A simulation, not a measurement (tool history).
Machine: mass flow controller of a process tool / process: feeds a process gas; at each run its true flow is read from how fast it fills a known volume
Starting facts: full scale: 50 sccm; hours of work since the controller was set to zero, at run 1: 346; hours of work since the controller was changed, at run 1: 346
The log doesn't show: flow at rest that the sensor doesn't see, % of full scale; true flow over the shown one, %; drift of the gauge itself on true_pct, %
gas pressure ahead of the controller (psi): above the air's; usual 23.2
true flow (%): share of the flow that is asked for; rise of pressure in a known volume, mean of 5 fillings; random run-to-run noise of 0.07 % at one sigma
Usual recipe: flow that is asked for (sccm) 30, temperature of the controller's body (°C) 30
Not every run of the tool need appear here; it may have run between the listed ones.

run      day  flow that is asked for (sccm)  gas pressure ahead of the controller (psi)  temperature of the controller's body (°C)  hours of work since the controller was set to zero  hours of work since the controller was changed  true flow (%)
  1    0.000                             30                                        23.2                                         30                                                 346                                             346          98.17
  2    2.833                             30                                        23.2                                         30                                                 368                                             368          98.31
  3    5.108                             30                                        23.2                                         30                                                 386                                             386          98.23
  4    7.996                             30                                        23.2                                         30                                                 409                                             409          98.28
  5   11.412                             30                                        23.2                                         30                                                 435                                             435          98.22
  6   13.867                             30                                        23.2                                         30                                                 455                                             455          98.29
  7   17.917                             30                                        23.2                                         28                                                 487                                             487          98.24
  8   20.250                             30                                        23.2                                         28                                                 505                                             505          98.14
  9   23.554                             30                                        23.2                                         28                                                 531                                             531          98.15
 10   28.783                             30                                        23.2                                         28                                                 572                                             572          98.12
 11   34.254                             30                                        23.2                                         28                                                 615                                             615          98.01
 12   38.558                             30                                        23.2                                         28                                                 649                                             649          98.04
 13   42.758                              6                                        23.2                                         28                                                 683                                             683          96.46
 14   45.246                              6                                        23.2                                         28                                                 702                                             702          96.45
 15   49.204                              6                                        27.4                                         22                                                 733                                             733          96.73
 16   53.725                             30                                        23.2                                         26                                                 769                                             769          97.92
 17   58.108                             46                                        30.6                                         33                                                 803                                             803          98.74
 18   63.288                             28                                        34.5                                         33                                                 844                                             844          97.73
 19   65.600                              7                                        27.8                                         30                                                 863                                             863          96.29
 20   69.229                             31                                        32.9                                         38                                                 891                                             891          97.66
 21   74.558                             31                                        32.9                                         38                                                 933                                             933          97.61
 22   76.946                             30                                        34.5                                         30                                                 952                                             952          98.01
 23   82.221                             27                                        23.8                                         29                                                 994                                             994          97.24
 24   87.833                             27                                        23.8                                         29                                                1038                                            1038          97.24
 25   91.171                             27                                        23.8                                         29                                                1064                                            1064          97.28
 26   94.038                             23                                        40.3                                         26                                                1087                                            1087          97.59
 27   96.712                              6                                        21.5                                         27                                                1108                                            1108          95.91
 28  101.038                              6                                        29.4                                         27                                                1142                                            1142          96.19

3 ways to go on from here, each from the tool as it stands after run 28. What would each give?
  A  105.600                             37                                        29.4                                         27                                                1178                                            1178              ?
  B  105.600                              8                                        26.0                                         36                                                1178                                            1178              ?
  C  105.600                              6                                        38.6                                         27                                                1178                                            1178              ?

run  true flow (%)
  A          97.87
  B          95.79
  C          96.34
With no hidden state in the tool, these same runs would have given:
run  true flow (%)
  A          99.09
  B          96.98
  C          97.54
